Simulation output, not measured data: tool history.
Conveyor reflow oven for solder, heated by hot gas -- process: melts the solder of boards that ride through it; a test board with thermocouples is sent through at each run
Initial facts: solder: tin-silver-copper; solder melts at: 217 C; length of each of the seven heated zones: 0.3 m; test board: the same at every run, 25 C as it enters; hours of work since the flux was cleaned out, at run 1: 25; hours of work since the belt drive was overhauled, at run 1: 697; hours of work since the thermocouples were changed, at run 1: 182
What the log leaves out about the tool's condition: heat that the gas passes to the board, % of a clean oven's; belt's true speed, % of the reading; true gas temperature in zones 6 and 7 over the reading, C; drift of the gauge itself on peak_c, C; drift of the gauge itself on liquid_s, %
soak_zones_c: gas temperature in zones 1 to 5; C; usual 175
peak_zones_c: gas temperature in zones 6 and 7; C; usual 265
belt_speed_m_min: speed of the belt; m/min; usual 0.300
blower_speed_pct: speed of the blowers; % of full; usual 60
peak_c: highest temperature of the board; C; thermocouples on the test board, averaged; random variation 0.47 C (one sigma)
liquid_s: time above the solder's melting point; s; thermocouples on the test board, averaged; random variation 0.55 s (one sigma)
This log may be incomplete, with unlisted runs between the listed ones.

run     day  soak_zones_c  peak_zones_c  belt_speed_m_min  blower_speed_pct  hours of work since the flux was cleaned out  hours of work since the belt drive was overhauled  hours of work since the thermocouples were changed  peak_c  liquid_s
  1   0.000           175           265             0.300                60                                            25                                                697                                                 182   252.6      94.7
  2   1.088           175           265             0.300                60                                            42                                                714                                                 200   252.8      94.4
  3   2.154           175           265             0.300                65                                            59                                                731                                                 217   254.2      95.7
  4   3.667           175           265             0.300                60                                            83                                                755                                                 241   252.1      93.1
  5   5.104           175           265             0.300                60                                           106                                                778                                                 264   252.6      93.3
  6   6.271           175           265             0.300                60                                           125                                                797                                                 282   251.8      92.5
  7   7.404           175           265             0.300                60                                           143                                                815                                                 300   252.2      92.8
  8   8.025           175           265             0.300                60                                           153                                                825                                                 310   252.4      92.3
      8.683  -- flux residue cleaned out of gas plates and filters
  9   9.192           175           265             0.300                60                                             8                                                840                                                 325   253.8      94.1
 10  10.038           178           265             0.300                60                                            22                                                854                                                 339   253.2      95.4
 11  11.225           181           265             0.300                60                                            41                                                873                                                 358   253.4      96.9
 12  12.221           181           265             0.300                60                                            56                                                888                                                 374   253.7      98.1
 13  13.333           175           265             0.300                62                                            74                                                906                                                 392   252.7      93.7
 14  14.671           177           258             0.286                74                                            96                                                927                                                 413   249.9      97.9
 15  15.792           188           279             0.326                52                                           113                                                945                                                 431   262.8     100.8
     16.675  -- belt drive overhauled, speed set with a stopwatch
 16  16.675           188           279             0.326                52                                           125                                                  0                                                 442   261.0      98.9
 17  17.929           168           253             0.331                64                                           145                                                 20                                                 462   237.1      60.8
     19.038  -- flux residue cleaned out of gas plates and filters
 18  19.329           165           272             0.317                60                                             5                                                 39                                                 481   254.8      84.3
 19  20.671           181           273             0.301                60                                            26                                                 60                                                 503   259.7     102.8
 20  21.900           175           265             0.300                60                                            46                                                 80                                                 522   252.1      91.2
 21  22.542           175           265             0.300                60                                            56                                                 90                                                 532   251.8      91.8
 22  23.208           173           275             0.312                63                                            67                                                101                                                 543   260.0      94.2
 23  23.942           175           263             0.303                60                                            78                                                113                                                 555   249.3      86.7

Run 24 has not been measured yet. What should we expect?
 24  25.250           190           258             0.328                77                                            99                                                133                                                 576       ?         ?

peak_c: 248.3 C
liquid_s: 90.5 s
Take away the tool's hidden state, keep the run-to-run variation as it was, and the same run would have given peak_c 249.6 C, liquid_s 92.1 s.
